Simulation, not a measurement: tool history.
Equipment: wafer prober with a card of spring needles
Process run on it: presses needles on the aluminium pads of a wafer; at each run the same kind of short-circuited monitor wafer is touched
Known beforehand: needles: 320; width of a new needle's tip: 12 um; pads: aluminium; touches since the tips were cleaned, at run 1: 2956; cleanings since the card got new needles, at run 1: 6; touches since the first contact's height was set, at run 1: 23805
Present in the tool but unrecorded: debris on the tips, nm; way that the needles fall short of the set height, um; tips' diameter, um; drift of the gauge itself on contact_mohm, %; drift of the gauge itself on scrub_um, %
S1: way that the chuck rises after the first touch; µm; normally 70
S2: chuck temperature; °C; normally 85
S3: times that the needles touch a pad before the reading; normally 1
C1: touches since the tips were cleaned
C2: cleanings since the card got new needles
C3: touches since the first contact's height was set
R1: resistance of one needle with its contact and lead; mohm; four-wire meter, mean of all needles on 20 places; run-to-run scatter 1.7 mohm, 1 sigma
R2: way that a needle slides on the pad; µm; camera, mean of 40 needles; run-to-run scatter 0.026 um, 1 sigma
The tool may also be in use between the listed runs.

| run | day | S1 | S2 | S3 | C1 | C2 | C3 | R1 | R2 |
|---|---|---|---|---|---|---|---|---|---|
| 1 | 0.000 | 70 | 85 | 1 | 2956 | 6 | 23805 | 198 | 10.64 |
|  | 0.067 | tips cleaned on abrasive film |
|  | 0.383 | tips cleaned on abrasive film |
|  | 0.771 | tips cleaned on abrasive film |
| 2 | 0.925 | 70 | 85 | 1 | 1509 | 9 | 32596 | 185 | 10.61 |
|  | 1.088 | tips cleaned on abrasive film |
|  | 1.400 | tips cleaned on abrasive film |
|  | 1.779 | tips cleaned on abrasive film |
| 3 | 2.058 | 70 | 85 | 1 | 2706 | 12 | 43366 | 196 | 10.55 |
|  | 2.142 | tips cleaned on abrasive film |
|  | 2.521 | tips cleaned on abrasive film |
| 4 | 2.738 | 70 | 85 | 1 | 2102 | 14 | 49817 | 192 | 10.56 |
|  | 2.900 | tips cleaned on abrasive film |
|  | 3.283 | tips cleaned on abrasive film |
|  | 3.658 | tips cleaned on abrasive film |
| 5 | 3.858 | 70 | 85 | 1 | 1954 | 17 | 60483 | 190 | 10.53 |
|  | 4.021 | tips cleaned on abrasive film |
|  | 4.392 | tips cleaned on abrasive film |
|  | 4.767 | tips cleaned on abrasive film |
|  | 5.146 | tips cleaned on abrasive film |
| 6 | 5.358 | 70 | 85 | 1 | 2044 | 21 | 74723 | 190 | 10.43 |
|  | 5.517 | tips cleaned on abrasive film |
|  | 5.888 | tips cleaned on abrasive film |
|  | 6.267 | tips cleaned on abrasive film |
|  | 6.604 | tips cleaned on abrasive film |
| 7 | 6.604 | 70 | 85 | 1 | 0 | 25 | 86542 | 174 | 10.47 |
|  | 6.992 | tips cleaned on abrasive film |
|  | 7.308 | tips cleaned on abrasive film |
| 8 | 7.421 | 70 | 85 | 1 | 1088 | 27 | 94319 | 185 | 10.47 |
|  | 7.654 | tips cleaned on abrasive film |
|  | 8.017 | tips cleaned on abrasive film |
|  | 8.375 | tips cleaned on abrasive film |
|  | 8.692 | tips cleaned on abrasive film |
| 9 | 8.692 | 70 | 85 | 2 | 0 | 31 | 106380 | 168 | 10.37 |
|  | 9.067 | tips cleaned on abrasive film |
|  | 9.379 | tips cleaned on abrasive film |
|  | 9.696 | tips cleaned on abrasive film |
|  | 10.071 | tips cleaned on abrasive film |
| 10 | 10.171 | 70 | 85 | 2 | 932 | 35 | 120429 | 176 | 10.42 |
|  | 10.400 | tips cleaned on abrasive film |
|  | 10.762 | tips cleaned on abrasive film |
|  | 11.079 | tips cleaned on abrasive film |
|  | 11.396 | tips cleaned on abrasive film |
| 11 | 11.471 | 70 | 85 | 1 | 720 | 39 | 132772 | 178 | 10.34 |
|  | 11.775 | tips cleaned on abrasive film |
|  | 12.158 | tips cleaned on abrasive film |
| 12 | 12.321 | 70 | 85 | 1 | 1537 | 41 | 140871 | 187 | 10.35 |
|  | 12.479 | tips cleaned on abrasive film |
|  | 12.854 | tips cleaned on abrasive film |
|  | 13.171 | tips cleaned on abrasive film |
| 13 | 13.329 | 67 | 85 | 1 | 1528 | 44 | 150466 | 188 | 9.89 |
|  | 13.542 | tips cleaned on abrasive film |
|  | 13.938 | tips cleaned on abrasive film |
| 14 | 13.954 | 70 | 85 | 1 | 172 | 46 | 156390 | 175 | 10.30 |
|  | 14.271 | tips cleaned on abrasive film |
|  | 14.629 | tips cleaned on abrasive film |
|  | 14.942 | tips cleaned on abrasive film |
| 15 | 15.217 | 87 | 70 | 2 | 2635 | 49 | 168404 | 174 | 12.83 |
|  | 15.300 | tips cleaned on abrasive film |
|  | 15.612 | tips cleaned on abrasive film |
|  | 15.996 | tips cleaned on abrasive film |
| 16 | 16.033 | 87 | 70 | 2 | 364 | 52 | 176156 | 166 | 12.83 |
|  | 16.350 | tips cleaned on abrasive film |
|  | 16.742 | tips cleaned on abrasive film |
|  | 16.988 | height of the first contact set anew |
|  | 17.146 | tips cleaned on abrasive film |
| 17 | 17.283 | 87 | 70 | 2 | 1330 | 55 | 2795 | 172 | 13.31 |
|  | 17.517 | tips cleaned on abrasive film |
|  | 17.888 | tips cleaned on abrasive film |
|  | 18.279 | tips cleaned on abrasive film |
| 18 | 18.396 | 51 | 54 | 2 | 1106 | 58 | 13363 | 180 | 7.77 |
|  | 18.629 | tips cleaned on abrasive film |
|  | 19.004 | tips cleaned on abrasive film |
| 19 | 19.196 | 69 | 83 | 1 | 1816 | 60 | 20971 | 192 | 10.49 |
|  | 19.354 | tips cleaned on abrasive film |
|  | 19.667 | tips cleaned on abrasive film |
|  | 19.983 | tips cleaned on abrasive film |
| 20 | 20.225 | 64 | 45 | 1 | 2331 | 63 | 30774 | 193 | 9.74 |
|  | 20.308 | tips cleaned on abrasive film |
|  | 20.621 | tips cleaned on abrasive film |
|  | 21.000 | tips cleaned on abrasive film |
| 21 | 21.288 | 62 | 36 | 1 | 2779 | 66 | 40878 | 200 | 9.33 |
|  | 21.371 | tips cleaned on abrasive film |
|  | 21.688 | tips cleaned on abrasive film |
|  | 22.058 | tips cleaned on abrasive film |
|  | 22.450 | tips cleaned on abrasive film |
| 22 | 22.667 | 62 | 36 | 1 | 2095 | 70 | 53985 | 195 | 9.32 |
|  | 22.829 | tips cleaned on abrasive film |
|  | 23.217 | tips cleaned on abrasive film |
|  | 23.588 | tips cleaned on abrasive film |
| 23 | 23.817 | 62 | 101 | 1 | 2230 | 73 | 64918 | 201 | 9.37 |
|  | 23.979 | tips cleaned on abrasive film |
|  | 24.362 | tips cleaned on abrasive film |
| 24 | 24.596 | 63 | 56 | 1 | 2244 | 75 | 72304 | 192 | 9.45 |
|  | 24.675 | tips cleaned on abrasive film |
|  | 25.062 | tips cleaned on abrasive film |
|  | 25.442 | tips cleaned on abrasive film |
|  | 25.754 | tips cleaned on abrasive film |
| 25 | 25.900 | 81 | 105 | 1 | 1387 | 79 | 84696 | 184 | 12.15 |
|  | 26.138 | tips cleaned on abrasive film |
|  | 26.450 | tips cleaned on abrasive film |
|  | 26.833 | tips cleaned on abrasive film |
|  | 27.196 | tips cleaned on abrasive film |
| 26 | 27.196 | 85 | 85 | 1 | 0 | 83 | 96989 | 167 | 12.70 |
|  | 27.508 | tips cleaned on abrasive film |
|  | 27.883 | tips cleaned on abrasive film |
| 27 | 27.942 | 52 | 85 | 2 | 551 | 85 | 104095 | 181 | 7.65 |

For some of the steps in R1 from one run to the next: how much would appear even if the tool had no hidden state, given the settings, what came in and random variation, and how much remains for the hidden state plus any gauge scatter that the measured result and the result without hidden state don't share?
Run 6 -> 7: tips cleaned on abrasive film, tips cleaned on abrasive film, tips cleaned on abrasive film, tips cleaned on abrasive film. R1 -16 mohm: hidden state -19, all else +3.
Run 8 -> 9: S3 1 -> 2, tips cleaned on abrasive film, tips cleaned on abrasive film, tips cleaned on abrasive film, tips cleaned on abrasive film. R1 -17 mohm: hidden state -15, all else -2.
Run 25 -> 26: S1 81 -> 85, S2 105 -> 85, tips cleaned on abrasive film, tips cleaned on abrasive film, tips cleaned on abrasive film, tips cleaned on abrasive film. R1 -17 mohm: hidden state -11, all else -6.
